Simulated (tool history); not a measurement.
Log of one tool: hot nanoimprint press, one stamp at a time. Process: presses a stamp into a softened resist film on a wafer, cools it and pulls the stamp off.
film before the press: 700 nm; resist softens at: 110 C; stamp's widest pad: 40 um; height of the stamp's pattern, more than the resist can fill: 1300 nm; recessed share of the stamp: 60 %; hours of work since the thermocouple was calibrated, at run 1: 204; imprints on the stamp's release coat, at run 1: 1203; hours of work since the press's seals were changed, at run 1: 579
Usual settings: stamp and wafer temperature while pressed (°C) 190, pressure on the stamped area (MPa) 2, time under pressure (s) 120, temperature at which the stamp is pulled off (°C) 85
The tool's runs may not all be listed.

| run | day | stamp and wafer temperature while pressed (°C) | pressure on the stamped area (MPa) | time under pressure (s) | temperature at which the stamp is pulled off (°C) | hours of work since the thermocouple was calibrated | imprints on the stamp's release coat | hours of work since the press's seals were changed | resist left under the stamp's widest pad (Å) | greatest force while the stamp is pulled off (N) |
|---|---|---|---|---|---|---|---|---|---|---|
| 1 | 0 | 190 | 2 | 120 | 85 | 204 | 1203 | 579 | 3518 | 262 |
| 2 | 2.15 | 190 | 2 | 120 | 85 | 243 | 1345 | 617 | 3539 | 273 |
| 3 | 4.383 | 190 | 2 | 120 | 85 | 283 | 1492 | 657 | 3501 | 277 |
|  | 5.312 | stamp cleaned and given a new release coat |
| 4 | 6.012 | 190 | 2 | 120 | 85 | 307 | 46 | 682 | 3495 | 203 |
| 5 | 7.35 | 190 | 2 | 120 | 85 | 331 | 134 | 706 | 3511 | 214 |
|  | 7.6 | plate thermocouple calibrated |
| 6 | 9.412 | 190 | 2 | 120 | 85 | 33 | 262 | 741 | 3409 | 214 |
| 7 | 10.471 | 190 | 2 | 120 | 85 | 51 | 332 | 760 | 3400 | 214 |
|  | 10.992 | press's hydraulic seals changed and the load cell set to zero |
| 8 | 12.758 | 190 | 2 | 120 | 85 | 86 | 461 | 32 | 3300 | 233 |
| 9 | 14.579 | 190 | 2 | 120 | 85 | 119 | 581 | 64 | 3296 | 234 |
| 10 | 16.054 | 190 | 2.5 | 61 | 92 | 146 | 678 | 91 | 3599 | 220 |
|  | 17.092 | plate thermocouple calibrated, once more |
| 11 | 18.312 | 190 | 2.5 | 61 | 92 | 22 | 819 | 129 | 3833 | 224 |
| 12 | 19.4 | 190 | 2.5 | 61 | 92 | 41 | 891 | 149 | 3827 | 236 |
| 13 | 20.362 | 190 | 1.96 | 120 | 85 | 59 | 954 | 166 | 3543 | 247 |

Forecast each of these 4 alternatives for the next run:
| A | 21.929 | 190 | 2.84 | 153 | 90 | 87 | 1057 | 194 | ? | ? |
| B | 21.929 | 190 | 1.96 | 118 | 85 | 87 | 1057 | 194 | ? | ? |
| C | 21.929 | 187 | 1.56 | 120 | 90 | 87 | 1057 | 194 | ? | ? |
| D | 21.929 | 185 | 1.96 | 120 | 85 | 87 | 1057 | 194 | ? | ? |

| run | resist left under the stamp's widest pad (Å) | greatest force while the stamp is pulled off (N) |
|---|---|---|
| A | 2658 | 247 |
| B | 3557 | 259 |
| C | 4422 | 242 |
| D | 4253 | 253 |
Without the tool's hidden state the same runs would have given:
| run | resist left under the stamp's widest pad (Å) | greatest force while the stamp is pulled off (N) |
|---|---|---|
| A | 2687 | 197 |
| B | 3596 | 206 |
| C | 4467 | 193 |
| D | 4298 | 201 |

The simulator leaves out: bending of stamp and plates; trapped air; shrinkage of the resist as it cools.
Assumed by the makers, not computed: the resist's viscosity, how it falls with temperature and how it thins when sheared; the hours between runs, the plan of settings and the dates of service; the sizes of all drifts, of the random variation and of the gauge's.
